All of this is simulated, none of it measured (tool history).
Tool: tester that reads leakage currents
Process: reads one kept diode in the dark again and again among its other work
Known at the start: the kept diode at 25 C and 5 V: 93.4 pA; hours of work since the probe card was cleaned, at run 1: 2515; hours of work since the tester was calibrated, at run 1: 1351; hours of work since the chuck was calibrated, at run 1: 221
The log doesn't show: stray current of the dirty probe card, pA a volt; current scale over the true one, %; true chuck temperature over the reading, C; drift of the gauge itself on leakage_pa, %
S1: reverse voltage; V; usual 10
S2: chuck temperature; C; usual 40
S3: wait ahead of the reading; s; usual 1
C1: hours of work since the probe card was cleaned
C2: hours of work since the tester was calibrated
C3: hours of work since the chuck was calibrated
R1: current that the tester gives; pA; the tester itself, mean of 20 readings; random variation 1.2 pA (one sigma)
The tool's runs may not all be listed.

run     day    S1  S2    S3    C1    C2   C3       R1
  1       0    10  40     1  2515  1351  221   425.65
  2   1.671  12.9  40     1  2538  1375  244   477.28
  3   3.383  12.9  40     1  2562  1399  268   478.04
  4    6.05  12.9  25     1  2600  1436  305   157.88
  5   7.679  12.9  25     1  2622  1459  328   157.84
  6  10.254  12.9  25     1  2659  1495  364   158.18
  7  13.617    10  52     1  2706  1542  411  1007.08
  8  15.338    10  52     1  2730  1566  436  1010.23
  9  17.662   5.3  40     1  2762  1599  468   332.35
 10  19.354   5.3  40     1  2786  1623  492   331.66
 11   22.55   5.3  40     1  2831  1667  537   334.67
 12  24.896     8  40  8.84  2864  1700  569   400.42
 13   26.75  12.6  59  0.37  2890  1726  595  1819.68
 14  29.571  15.8  23  1.35  2929  1766  635   155.47
     29.958  -- chuck's temperature calibrated
 15  31.375   3.3  23  1.35  2953  1790   20    69.86
 16  34.929   3.3  23  1.35  3003  1840   70    70.51
 17  37.021   6.4  40  4.32  3032  1869   99   345.12
 18  39.438   2.2  40  1.58  3066  1903  133   218.09
 19  42.875   3.3  55     1  3114  1951  181   747.88
 20  44.638   3.3  55     1  3139  1976  206   749.49
 21  46.658  15.8  20  2.12  3167  2004  234   118.61
 22  49.992  15.8  20  2.12  3214  2051  281   119.51

Forecast each of these 4 alternatives for the next run:
  A  51.95  18.4  44  4.56  3241  2078  308   ?
  B  51.95  15.8  20  0.35  3241  2078  308   ?
  C  51.95  15.8  20  2.53  3241  2078  308   ?
  D  51.95   2.5  35  2.12  3241  2078  308   ?

run      R1
  A  750.32
  B  128.25
  C  119.44
  D  163.05
Without the tool's hidden state the same runs would have given:
run      R1
  A  703.75
  B  111.76
  C  102.99
  D  153.55

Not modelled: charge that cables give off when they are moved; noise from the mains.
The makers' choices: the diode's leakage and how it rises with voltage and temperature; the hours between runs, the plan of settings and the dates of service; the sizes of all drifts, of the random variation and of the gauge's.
